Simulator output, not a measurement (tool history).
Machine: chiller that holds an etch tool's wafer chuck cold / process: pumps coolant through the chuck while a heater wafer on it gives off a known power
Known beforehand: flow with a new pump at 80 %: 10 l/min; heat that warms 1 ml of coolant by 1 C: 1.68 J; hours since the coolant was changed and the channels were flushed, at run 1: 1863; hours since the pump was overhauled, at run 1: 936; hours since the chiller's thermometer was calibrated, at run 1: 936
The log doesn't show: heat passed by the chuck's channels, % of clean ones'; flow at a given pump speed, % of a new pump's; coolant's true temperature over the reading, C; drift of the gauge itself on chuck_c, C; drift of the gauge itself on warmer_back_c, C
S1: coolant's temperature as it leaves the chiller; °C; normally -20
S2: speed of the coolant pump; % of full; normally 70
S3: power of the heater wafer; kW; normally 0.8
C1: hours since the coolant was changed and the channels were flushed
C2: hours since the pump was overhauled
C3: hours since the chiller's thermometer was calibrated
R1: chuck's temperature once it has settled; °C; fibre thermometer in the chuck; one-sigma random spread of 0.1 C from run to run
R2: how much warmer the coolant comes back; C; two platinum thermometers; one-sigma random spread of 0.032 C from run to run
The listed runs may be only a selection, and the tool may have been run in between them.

run	hour	S1	S2	S3	C1	C2	C3	R1	R2
1	0	-20	70	0.8	1863	936	936	-13.3	3.31
2	94.9	-20	70	0.966	1958	1031	1031	-11.8	4.09
3	314.4	-20	99	0.966	2177	1251	1251	-14	2.66
4	425.3	-20	70	0.413	2288	1361	1361	-16.5	1.69
5	640.2	-20	70	0.413	2503	1576	1576	-16.3	1.72
6	845.6	-15	70	0.413	2708	1782	1782	-11.6	1.72
7	1041.5	-20	63	0.8	2904	1978	1978	-12.6	3.75
8	1219.6	-20	63	0.8	3082	2156	2156	-12.6	3.76
# hour 1319.2: chiller's thermometer calibrated
9	1357	-20	63	0.8	3219	2292	38	-12.6	3.72
10	1575.1	-20	67	0.8	3437	2510	256	-13	3.53
11	1793.8	-20	67	0.8	3656	2729	475	-13	3.48
12	1940.3	-20	67	0.8	3802	2875	621	-12.9	3.52
# hour 2045.9: coolant changed, channels flushed
13	2091.5	-20	70	0.8	46	3021	766	-13.1	3.37
14	2268.7	-20	70	0.8	223	3198	943	-13.1	3.35
15	2363	-20	70	0.8	317	3292	1038	-13.4	3.37
16	2564.3	-20	70	0.8	518	3493	1239	-13.4	3.33
17	2664.8	-18	86	0.706	619	3594	1340	-13	2.29
18	2772.8	-11	62	0.473	727	3702	1448	-6.5	2.24
19	2925.5	-20	87	1.154	880	3855	1600	-12.2	3.79
20	3085	-20	87	1.154	1039	4014	1760	-12.4	3.76
21	3287	-23	70	0.886	1241	4216	1962	-15.6	3.65
22	3494.7	-23	70	0.886	1449	4424	2169	-15.6	3.66
# hour 3566.9: chiller's thermometer calibrated
23	3681.1	-23	70	0.886	1634	4609	114	-15.5	3.75
24	3783.5	-23	70	0.886	1737	4712	217	-15.5	3.66
# hour 3829: coolant pump overhauled
25	4005.1	-26	70	0.8	1953	176	433	-19.2	3.32

The next listed run, before its measurement:
26	4140.6	-25	62	0.8	2089	312	569	?	?

Run 26 produced R1 -17.5 °C, R2 3.86 C.
On a tool with no hidden condition, and with the same random variation, this run would have come out at R1 -17.5 °C, R2 3.86 C.
